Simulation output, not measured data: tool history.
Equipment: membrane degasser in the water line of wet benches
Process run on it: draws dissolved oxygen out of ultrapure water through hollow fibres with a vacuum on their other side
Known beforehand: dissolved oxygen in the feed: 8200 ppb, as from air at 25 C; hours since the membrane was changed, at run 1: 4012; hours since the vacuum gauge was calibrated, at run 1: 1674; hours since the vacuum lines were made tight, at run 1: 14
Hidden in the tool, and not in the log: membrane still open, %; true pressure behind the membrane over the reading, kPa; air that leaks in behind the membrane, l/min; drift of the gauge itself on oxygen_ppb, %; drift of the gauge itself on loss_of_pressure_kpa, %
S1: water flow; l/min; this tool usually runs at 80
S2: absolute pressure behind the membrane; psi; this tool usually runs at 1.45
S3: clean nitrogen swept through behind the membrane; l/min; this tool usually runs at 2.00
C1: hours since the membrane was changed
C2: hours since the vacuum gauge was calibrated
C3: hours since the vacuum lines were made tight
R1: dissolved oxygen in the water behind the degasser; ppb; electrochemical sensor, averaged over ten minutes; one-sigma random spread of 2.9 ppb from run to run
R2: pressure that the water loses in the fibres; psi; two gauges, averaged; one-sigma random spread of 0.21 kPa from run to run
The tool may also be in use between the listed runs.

run	hour	S1	S2	S3	C1	C2	C3	R1	R2
1	0.0	80	1.45	2.00	4012	1674	14	540.4	7.481
2	50.3	80	1.45	2.00	4063	1725	64	540.2	7.461
3	101.1	80	1.45	2.00	4114	1775	115	538.9	7.443
4	172.5	80	1.45	2.00	4185	1847	186	537.8	7.464
5	243.3	80	1.45	2.00	4256	1918	257	539.9	7.440
6	292.9	80	1.45	2.00	4305	1967	307	541.0	7.458
7	335.4	80	1.45	2.00	4348	2010	349	544.1	7.523
8	406.1	80	1.45	1.22	4419	2080	420	758.3	7.517
9	457.2	80	1.45	1.22	4470	2132	471	770.1	7.467
10	556.4	80	1.45	2.00	4569	2231	570	540.9	7.517
# hour 564.0: vacuum gauge calibrated
11	615.2	80	1.45	2.00	4627	51	628	542.9	7.474
12	695.4	80	1.45	2.00	4707	131	709	542.6	7.504
13	787.1	80	1.45	2.00	4799	223	800	546.2	7.458
14	858.2	80	1.45	2.00	4870	294	872	545.1	7.448
15	928.8	90	1.45	2.00	4941	365	942	602.8	8.448
16	971.9	90	1.45	2.00	4984	408	985	608.8	8.485
17	1023.6	90	2.58	2.25	5036	460	1037	1094.7	8.399
18	1078.5	90	2.58	2.25	5090	515	1092	1085.0	8.517
# hour 1146.2: vacuum gauge calibrated, once more
19	1151.6	89	1.32	5.32	5163	5	1164	248.4	8.343
20	1231.9	89	1.32	5.32	5243	86	1245	247.5	8.411
21	1282.3	68	1.19	2.00	5294	136	1295	351.8	6.396
22	1354.5	76	2.13	1.95	5366	208	1367	845.1	7.134
23	1402.5	70	2.45	2.81	5414	256	1415	695.4	6.627
24	1501.1	80	1.20	4.42	5513	355	1514	225.6	7.477
25	1547.8	80	3.41	5.19	5559	402	1561	686.4	7.514
26	1624.0	124	3.41	0.96	5635	478	1637	2842.9	11.687
27	1683.2	124	3.41	0.96	5695	537	1696	2832.5	11.680
28	1727.3	124	3.41	0.96	5739	581	1740	2860.4	11.736
29	1789.5	80	2.15	2.00	5801	643	1802	871.7	7.567
30	1844.4	61	0.94	5.60	5856	698	1857	94.4	5.742
31	1940.1	90	1.68	1.48	5952	794	1953	877.4	8.493
32	2014.3	90	3.06	0.84	6026	868	2027	2344.7	8.464

Consider 3 possible next runs. They are alternatives, not a sequence: every one starts from the tool as it was left by run 32. What does each give?
A	2112.6	52	2.81	2.18	6124	966	2125	?	?
B	2112.6	80	1.12	1.63	6124	966	2125	?	?
C	2112.6	90	1.49	0.84	6124	966	2125	?	?

run	R1	R2
A	786.4	4.879
B	430.5	7.536
C	1072.7	8.454
With the hidden condition removed and each run's random variation left untouched, the same runs would have given:
run	R1	R2
A	783.3	4.740
B	425.1	7.322
C	1067.0	8.212

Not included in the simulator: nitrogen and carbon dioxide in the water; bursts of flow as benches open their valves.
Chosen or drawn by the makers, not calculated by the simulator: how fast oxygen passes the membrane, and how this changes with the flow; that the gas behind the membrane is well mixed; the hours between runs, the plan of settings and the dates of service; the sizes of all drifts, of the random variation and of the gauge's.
